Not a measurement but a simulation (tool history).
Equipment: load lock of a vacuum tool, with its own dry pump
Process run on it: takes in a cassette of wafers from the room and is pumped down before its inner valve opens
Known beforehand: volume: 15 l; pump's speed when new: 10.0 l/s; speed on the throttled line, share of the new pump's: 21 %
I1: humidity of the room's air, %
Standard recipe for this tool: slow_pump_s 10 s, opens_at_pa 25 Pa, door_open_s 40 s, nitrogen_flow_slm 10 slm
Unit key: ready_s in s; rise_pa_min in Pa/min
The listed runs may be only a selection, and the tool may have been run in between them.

{"run": 1, "hour": 0.0, "slow_pump_s": 10, "opens_at_pa": 25, "door_open_s": 40, "nitrogen_flow_slm": 10, "I1": 44.5, "ready_s": 21.2, "rise_pa_min": 0.088}
{"run": 2, "hour": 107.7, "slow_pump_s": 10, "opens_at_pa": 25, "door_open_s": 40, "nitrogen_flow_slm": 10, "I1": 42.8, "ready_s": 21.3, "rise_pa_min": 0.087}
{"run": 3, "hour": 186.6, "slow_pump_s": 10, "opens_at_pa": 25, "door_open_s": 40, "nitrogen_flow_slm": 10, "I1": 42.7, "ready_s": 21.3, "rise_pa_min": 0.091}
{"run": 4, "hour": 251.9, "slow_pump_s": 10, "opens_at_pa": 25, "door_open_s": 40, "nitrogen_flow_slm": 10, "I1": 47.4, "ready_s": 21.4, "rise_pa_min": 0.095}
{"run": 5, "hour": 328.7, "slow_pump_s": 10, "opens_at_pa": 25, "door_open_s": 40, "nitrogen_flow_slm": 10, "I1": 45.5, "ready_s": 21.4, "rise_pa_min": 0.094}
{"run": 6, "hour": 382.1, "slow_pump_s": 10, "opens_at_pa": 25, "door_open_s": 40, "nitrogen_flow_slm": 10, "I1": 42.3, "ready_s": 21.4, "rise_pa_min": 0.095}
{"run": 7, "hour": 485.9, "slow_pump_s": 10, "opens_at_pa": 25, "door_open_s": 40, "nitrogen_flow_slm": 10, "I1": 42.1, "ready_s": 21.3, "rise_pa_min": 0.095}
{"run": 8, "hour": 577.9, "slow_pump_s": 10, "opens_at_pa": 36, "door_open_s": 40, "nitrogen_flow_slm": 10, "I1": 41.9, "ready_s": 20.8, "rise_pa_min": 0.098}
{"run": 9, "hour": 648.8, "slow_pump_s": 10, "opens_at_pa": 25, "door_open_s": 40, "nitrogen_flow_slm": 33, "I1": 45.5, "ready_s": 21.5, "rise_pa_min": 0.084}
{"run": 10, "hour": 704.1, "slow_pump_s": 10, "opens_at_pa": 25, "door_open_s": 40, "nitrogen_flow_slm": 33, "I1": 45.6, "ready_s": 21.3, "rise_pa_min": 0.079}
{"run": 11, "hour": 777.9, "slow_pump_s": 10, "opens_at_pa": 25, "door_open_s": 40, "nitrogen_flow_slm": 33, "I1": 43.7, "ready_s": 21.1, "rise_pa_min": 0.081}
{"run": 12, "hour": 852.7, "slow_pump_s": 10, "opens_at_pa": 19, "door_open_s": 40, "nitrogen_flow_slm": 10, "I1": 49.0, "ready_s": 21.9, "rise_pa_min": 0.108}
{"run": 13, "hour": 925.8, "slow_pump_s": 10, "opens_at_pa": 19, "door_open_s": 40, "nitrogen_flow_slm": 10, "I1": 44.6, "ready_s": 21.8, "rise_pa_min": 0.106}
{"run": 14, "hour": 984.6, "slow_pump_s": 10, "opens_at_pa": 25, "door_open_s": 40, "nitrogen_flow_slm": 10, "I1": 42.4, "ready_s": 21.4, "rise_pa_min": 0.105}
{"run": 15, "hour": 1034.9, "slow_pump_s": 10, "opens_at_pa": 43, "door_open_s": 40, "nitrogen_flow_slm": 10, "I1": 45.7, "ready_s": 20.4, "rise_pa_min": 0.11}
{"run": 16, "hour": 1097.5, "slow_pump_s": 10, "opens_at_pa": 25, "door_open_s": 40, "nitrogen_flow_slm": 10, "I1": 45.8, "ready_s": 21.4, "rise_pa_min": 0.112}
{"run": 17, "hour": 1154.5, "slow_pump_s": 6, "opens_at_pa": 25, "door_open_s": 40, "nitrogen_flow_slm": 10, "I1": 41.7, "ready_s": 18.5, "rise_pa_min": 0.106}
{"run": 18, "hour": 1235.8, "slow_pump_s": 6, "opens_at_pa": 25, "door_open_s": 40, "nitrogen_flow_slm": 10, "I1": 45.9, "ready_s": 18.4, "rise_pa_min": 0.115}
{"run": 19, "hour": 1326.3, "slow_pump_s": 6, "opens_at_pa": 25, "door_open_s": 40, "nitrogen_flow_slm": 10, "I1": 42.8, "ready_s": 18.4, "rise_pa_min": 0.11}
{"run": 20, "hour": 1384.7, "slow_pump_s": 6, "opens_at_pa": 24, "door_open_s": 149, "nitrogen_flow_slm": 15, "I1": 48.2, "ready_s": 18.5, "rise_pa_min": 0.173}
{"run": 21, "hour": 1455.0, "slow_pump_s": 16, "opens_at_pa": 35, "door_open_s": 48, "nitrogen_flow_slm": 5, "I1": 43.9, "ready_s": 25.4, "rise_pa_min": 0.126}
{"run": 22, "hour": 1547.7, "slow_pump_s": 16, "opens_at_pa": 35, "door_open_s": 48, "nitrogen_flow_slm": 5, "I1": 45.3, "ready_s": 25.7, "rise_pa_min": 0.129}
{"run": 23, "hour": 1633.5, "slow_pump_s": 13, "opens_at_pa": 35, "door_open_s": 48, "nitrogen_flow_slm": 5, "I1": 44.4, "ready_s": 23.4, "rise_pa_min": 0.129}
{"run": 24, "hour": 1718.0, "slow_pump_s": 15, "opens_at_pa": 22, "door_open_s": 42, "nitrogen_flow_slm": 8, "I1": 46.0, "ready_s": 25.7, "rise_pa_min": 0.131}
{"run": 25, "hour": 1821.6, "slow_pump_s": 15, "opens_at_pa": 47, "door_open_s": 84, "nitrogen_flow_slm": 8, "I1": 42.3, "ready_s": 24.4, "rise_pa_min": 0.159}
{"run": 26, "hour": 1896.6, "slow_pump_s": 8, "opens_at_pa": 50, "door_open_s": 40, "nitrogen_flow_slm": 10, "I1": 45.6, "ready_s": 19.0, "rise_pa_min": 0.127}
{"run": 27, "hour": 1942.5, "slow_pump_s": 8, "opens_at_pa": 50, "door_open_s": 40, "nitrogen_flow_slm": 10, "I1": 43.3, "ready_s": 19.0, "rise_pa_min": 0.123}
{"run": 28, "hour": 1995.9, "slow_pump_s": 11, "opens_at_pa": 31, "door_open_s": 90, "nitrogen_flow_slm": 4, "I1": 45.7, "ready_s": 22.1, "rise_pa_min": 0.185}
{"run": 29, "hour": 2104.5, "slow_pump_s": 11, "opens_at_pa": 31, "door_open_s": 90, "nitrogen_flow_slm": 4, "I1": 41.3, "ready_s": 22.1, "rise_pa_min": 0.169}
{"run": 30, "hour": 2150.6, "slow_pump_s": 10, "opens_at_pa": 25, "door_open_s": 28, "nitrogen_flow_slm": 14, "I1": 42.3, "ready_s": 21.7, "rise_pa_min": 0.112}
{"run": 31, "hour": 2215.4, "slow_pump_s": 6, "opens_at_pa": 30, "door_open_s": 28, "nitrogen_flow_slm": 14, "I1": 46.3, "ready_s": 18.5, "rise_pa_min": 0.112}
{"run": 32, "hour": 2288.6, "slow_pump_s": 20, "opens_at_pa": 44, "door_open_s": 28, "nitrogen_flow_slm": 14, "I1": 41.4, "ready_s": 28.4, "rise_pa_min": 0.114}
{"run": 33, "hour": 2388.9, "slow_pump_s": 10, "opens_at_pa": 44, "door_open_s": 26, "nitrogen_flow_slm": 10, "I1": 43.7, "ready_s": 21.0, "rise_pa_min": 0.123}
{"run": 34, "hour": 2459.4, "slow_pump_s": 7, "opens_at_pa": 18, "door_open_s": 108, "nitrogen_flow_slm": 23, "I1": 44.7, "ready_s": 20.0, "rise_pa_min": 0.151}
{"run": 35, "hour": 2526.7, "slow_pump_s": 10, "opens_at_pa": 25, "door_open_s": 219, "nitrogen_flow_slm": 17, "I1": 46.2, "ready_s": 21.6, "rise_pa_min": 0.212}
{"run": 36, "hour": 2610.5, "slow_pump_s": 15, "opens_at_pa": 25, "door_open_s": 219, "nitrogen_flow_slm": 17, "I1": 43.6, "ready_s": 25.5, "rise_pa_min": 0.199}
{"run": 37, "hour": 2712.0, "slow_pump_s": 15, "opens_at_pa": 25, "door_open_s": 219, "nitrogen_flow_slm": 17, "I1": 45.1, "ready_s": 25.6, "rise_pa_min": 0.21}

Below are 3 alternative next runs, each starting from the tool's condition after run 37. Predict each:
{"run": "A", "hour": 2774.6, "slow_pump_s": 10, "opens_at_pa": 38, "door_open_s": 40, "nitrogen_flow_slm": 10, "I1": 45.8, "ready_s": "?", "rise_pa_min": "?"}
{"run": "B", "hour": 2774.6, "slow_pump_s": 15, "opens_at_pa": 25, "door_open_s": 219, "nitrogen_flow_slm": 29, "I1": 42.7, "ready_s": "?", "rise_pa_min": "?"}
{"run": "C", "hour": 2774.6, "slow_pump_s": 10, "opens_at_pa": 25, "door_open_s": 190, "nitrogen_flow_slm": 10, "I1": 43.1, "ready_s": "?", "rise_pa_min": "?"}

run=A ready_s=21.2 rise_pa_min=0.145
run=B ready_s=25.6 rise_pa_min=0.174
run=C ready_s=22.1 rise_pa_min=0.223
The same runs, with their run-to-run variation unchanged, on a tool lacking any hidden condition would have given:
run=A ready_s=19.8 rise_pa_min=0.057
run=B ready_s=24.3 rise_pa_min=0.087
run=C ready_s=20.6 rise_pa_min=0.135
